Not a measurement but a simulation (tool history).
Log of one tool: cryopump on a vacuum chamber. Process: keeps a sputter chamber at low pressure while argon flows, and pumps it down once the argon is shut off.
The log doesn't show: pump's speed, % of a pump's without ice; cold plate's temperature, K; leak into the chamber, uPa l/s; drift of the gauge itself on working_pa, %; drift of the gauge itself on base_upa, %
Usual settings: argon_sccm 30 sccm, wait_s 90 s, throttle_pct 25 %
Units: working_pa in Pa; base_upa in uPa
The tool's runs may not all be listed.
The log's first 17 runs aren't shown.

run     day  argon_sccm  wait_s  throttle_pct  hours of work since the pump was warmed up and emptied  hours of work since the cold head was overhauled  hours of work since the chamber's fittings were tightened  working_pa  base_upa
 18  13.571          24      25            40                                                     477                                               477                                                       3790      0.0724      5.55
 19  14.521          28      90            35                                                     494                                               494                                                       3806      0.0952      3.44
 20  15.017          17      90            21                                                     502                                               502                                                       3815      0.0948      3.45
 21  15.483          12     181            17                                                     510                                               510                                                       3823      0.0831      3.05
 22  16.346          12      80            17                                                     525                                               525                                                       3838      0.0838      3.53
 23  16.833          30     215            19                                                     534                                               534                                                       3847      0.1853      2.98
     17.571  -- leaking fittings of the chamber tightened, without venting
 24   17.85          51      79            25                                                     550                                               550                                                          5      0.2408      1.24
 25  18.321          31      74            47                                                     558                                               558                                                         13      0.0796       1.3
 26  19.167          43      42            21                                                     573                                               573                                                         28      0.2404      2.09
 27  20.092          43      82            31                                                     589                                               589                                                         44      0.1641      1.18
 28  20.738          47      90            50                                                     600                                               600                                                         55      0.1143      1.15
 29  21.608          30     112            28                                                     615                                               615                                                         70      0.1286      0.97
 30  22.192          14      90            52                                                     625                                               625                                                         80      0.0326      1.17
 31  22.867          14      29            22                                                     637                                               637                                                         92      0.0756      2.89
 32  23.633          20      27            16                                                     650                                               650                                                        105      0.1466      3.17

5 ways to go on from here, each from the tool as it stands after run 32. What would each give?
  A  24.3          30      90            17                                                     662                                               662                                                        117           ?         ?
  B  24.3          35     126            22                                                     662                                               662                                                        117           ?         ?
  C  24.3          34      90            25                                                     662                                               662                                                        117           ?         ?
  D  24.3          36     197            22                                                     662                                               662                                                        117           ?         ?
  E  24.3          31      90            29                                                     662                                               662                                                        117           ?         ?

run  working_pa  base_upa
  A      0.2099      1.14
  B      0.1873      0.95
  C      0.1624      1.17
  D       0.194      0.72
  E       0.127      1.16
Without the tool's hidden state the same runs would have given:
run  working_pa  base_upa
  A      0.2059         1
  B      0.1827      0.81
  C      0.1579      1.03
  D      0.1893      0.59
  E      0.1229      1.02
